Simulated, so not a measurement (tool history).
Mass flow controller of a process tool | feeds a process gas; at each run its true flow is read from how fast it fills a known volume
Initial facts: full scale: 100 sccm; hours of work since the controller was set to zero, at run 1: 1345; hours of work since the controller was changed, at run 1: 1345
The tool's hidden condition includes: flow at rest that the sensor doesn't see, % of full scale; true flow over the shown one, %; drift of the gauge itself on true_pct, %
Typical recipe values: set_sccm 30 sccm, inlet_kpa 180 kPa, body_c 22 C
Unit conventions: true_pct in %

run    hour  set_sccm  inlet_kpa  body_c  hours of work since the controller was set to zero  hours of work since the controller was changed  true_pct
  1       0        30        180      22                                                1345                                            1345     98.91
  2     229        30        180      22                                                1464                                            1464     98.74
  3   445.7        30        180      22                                                1577                                            1577     98.71
  4   609.6        30        180      22                                                1662                                            1662     98.78
  5   788.8        30        180      22                                                1755                                            1755     98.74
  6   985.1        30        180      22                                                1858                                            1858     98.85
  7  1186.9        30        180      32                                                1963                                            1963     98.44
  8  1321.9        30        180      32                                                2033                                            2033     98.43
  9  1471.6        30        180      32                                                2111                                            2111      98.5
 10  1696.8        30        265      22                                                2228                                            2228     99.21
 11  1915.6        30        265      22                                                2342                                            2342     99.22
 12  2043.6        30        265      22                                                2409                                            2409     99.22
 13    2146        30        151      22                                                2462                                            2462     98.78
 14  2329.2        30        256      22                                                2558                                            2558      99.2
 15  2480.6        30        256      22                                                2636                                            2636     99.02
 16  2640.5        30        256      22                                                2720                                            2720     99.07
 17  2821.8        30        256      22                                                2814                                            2814     99.18
 18  3005.5        30        256      22                                                2910                                            2910        99
 19  3117.8        30        256      22                                                2968                                            2968      99.1
 20  3230.5        59        180      22                                                3027                                            3027     99.23
 21  3396.5        59        180      27                                                3113                                            3113     99.09
 22  3513.1        59        180      27                                                3174                                            3174     99.17
 23  3628.9        59        180      27                                                3234                                            3234     99.18
 24  3857.2        30        203      28                                                3353                                            3353     98.71
 25  4037.9        30        203      28                                                3447                                            3447     98.77
 26  4141.6        30        151      37                                                3501                                            3501     98.23
 27  4345.3        30        151      37                                                3607                                            3607     98.26
 28  4446.5        49        149      28                                                3660                                            3660     98.85
 29  4629.4        32        145      22                                                3755                                            3755      98.7
 30  4786.1        32        145      22                                                3837                                            3837     98.72
 31  4932.5        30        208      22                                                3913                                            3913     98.97
 32    5054        12        171      22                                                3976                                            3976     98.23
 33  5249.9        82        270      35                                                4078                                            4078     99.75
 34  5453.5        57        270      35                                                4184                                            4184     99.48
 35  5662.4        57        270      20                                                4293                                            4293     99.75
 36  5902.1        57        270      20                                                4418                                            4418     99.78
 37  6099.2        57        270      20                                                4520                                            4520     99.76
 38  6198.9        17        262      31                                                4572                                            4572     98.68
 39  6357.5        17        262      31                                                4655                                            4655     98.65
 40    6521        65        250      31                                                4740                                            4740     99.44
 41  6710.8        65        228      31                                                4839                                            4839     99.39
 42  6943.2        65        228      31                                                4960                                            4960     99.25
     7040.4  -- controller exchanged for a calibrated one
 43    7112        42        252      31                                                  37                                              37     98.98
 44  7299.7        20        231      24                                                 135                                             135     98.93
 45  7414.9        20        183      36                                                 195                                             195     98.27

What if the next run were any one of these 5? Each begins from the tool's condition after run 45:
  A  7613.4        30        180      34                                                 298                                             298         ?
  B  7613.4        20        236      27                                                 298                                             298         ?
  C  7613.4        13        218      25                                                 298                                             298         ?
  D  7613.4        30        223      22                                                 298                                             298         ?
  E  7613.4        30        180      28                                                 298                                             298         ?

run  true_pct
  A     98.41
  B     98.81
  C      98.6
  D     98.94
  E     98.68
With no hidden state in the tool, these same runs would have given:
run  true_pct
  A     98.41
  B     98.81
  C      98.6
  D     98.94
  E     98.68
